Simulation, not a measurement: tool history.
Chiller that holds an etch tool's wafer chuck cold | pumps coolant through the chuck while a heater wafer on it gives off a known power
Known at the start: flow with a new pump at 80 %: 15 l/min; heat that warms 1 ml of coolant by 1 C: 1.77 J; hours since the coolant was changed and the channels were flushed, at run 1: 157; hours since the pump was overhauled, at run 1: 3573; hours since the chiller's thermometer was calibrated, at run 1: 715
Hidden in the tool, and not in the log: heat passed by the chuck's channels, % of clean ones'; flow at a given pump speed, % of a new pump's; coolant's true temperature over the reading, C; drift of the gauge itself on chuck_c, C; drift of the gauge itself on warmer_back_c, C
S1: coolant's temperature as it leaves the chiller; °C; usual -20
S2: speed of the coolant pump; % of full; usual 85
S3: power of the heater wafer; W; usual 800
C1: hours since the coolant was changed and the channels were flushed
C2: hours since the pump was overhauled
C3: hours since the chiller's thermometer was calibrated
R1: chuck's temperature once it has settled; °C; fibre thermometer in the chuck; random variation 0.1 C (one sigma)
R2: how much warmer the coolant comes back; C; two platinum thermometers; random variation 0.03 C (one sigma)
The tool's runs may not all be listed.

Run 1, hour 0: usual settings; C1 157; C2 3573; C3 715. Result: R1 -14.5 °C, R2 1.96 C.
Run 2, hour 69: usual settings but S1 -25 °C; C1 226; C2 3642; C3 784. Result: R1 -19.6 °C, R2 1.98 C.
Run 3, hour 125.9: usual settings but S2 62 % of full; C1 283; C2 3699; C3 840. Result: R1 -12.9 °C, R2 2.69 C.
Run 4, hour 209: usual settings but S2 62 % of full; C1 366; C2 3782; C3 924. Result: R1 -13.1 °C, R2 2.7 C.
Run 5, hour 259.4: usual settings but S3 969 W; C1 417; C2 3832; C3 974. Result: R1 -13.1 °C, R2 2.43 C.
Run 6, hour 299.6: usual settings; C1 457; C2 3872; C3 1014. Result: R1 -14.3 °C, R2 2.02 C.
Run 7, hour 346.9: usual settings but S1 -26 °C; C1 504; C2 3920; C3 1061. Result: R1 -20.3 °C, R2 1.97 C.
Run 8, hour 416.7: usual settings but S1 -26 °C; C1 574; C2 3990; C3 1131. Result: R1 -20.1 °C, R2 2.01 C.
Run 9, hour 464.6: usual settings; C1 622; C2 4037; C3 1179. Result: R1 -14.3 °C, R2 1.96 C.
Run 10, hour 541.2: usual settings; C1 698; C2 4114; C3 1256. Result: R1 -14.1 °C, R2 2.04 C.
Run 11, hour 611.4: usual settings; C1 769; C2 4184; C3 1326. Result: R1 -14 °C, R2 2.04 C.
Run 12, hour 695.8: usual settings; C1 853; C2 4269; C3 1410. Result: R1 -14 °C, R2 2.02 C.
Run 13, hour 785: usual settings but S2 94 % of full; C1 942; C2 4358; C3 1500. Result: R1 -14.4 °C, R2 1.88 C.
Run 14, hour 828.1: usual settings but S2 94 % of full; C1 985; C2 4401; C3 1543. Result: R1 -14.4 °C, R2 1.86 C.
Run 15, hour 908.4: usual settings but S2 94 % of full; C1 1066; C2 4481; C3 1623. Result: R1 -14.5 °C, R2 1.85 C.
Run 16, hour 954.5: usual settings; C1 1112; C2 4527; C3 1669. Result: R1 -14 °C, R2 2.08 C.
Run 17, hour 1005.7: usual settings; C1 1163; C2 4578; C3 1720. Result: R1 -14 °C, R2 2.06 C.
Run 18, hour 1087.6: usual settings but S1 -13 °C, S3 581 W; C1 1245; C2 4660; C3 1802. Result: R1 -8.6 °C, R2 1.49 C.
Run 19, hour 1156.7: usual settings but S1 -13 °C, S3 581 W; C1 1314; C2 4730; C3 1871. Result: R1 -8.4 °C, R2 1.45 C.
Run 20, hour 1199.9: usual settings but S1 -13 °C, S3 581 W; C1 1357; C2 4773; C3 1914. Result: R1 -8.5 °C, R2 1.46 C.
Run 21, hour 1250.1: usual settings but S1 -13 °C, S3 581 W; C1 1407; C2 4823; C3 1965. Result: R1 -8.6 °C, R2 1.54 C.

Forecast run 22:
Run 22, hour 1328.1: usual settings but S1 -17 °C, S2 79 % of full, S3 638 W; C1 1485; C2 4901; C3 2043. Result: R1 ?, R2 ?.

Run 22 gave R1 -11.8 °C, R2 1.75 C.
Without the tool's hidden state the same run would have given R1 -12.9 °C, R2 1.44 C.
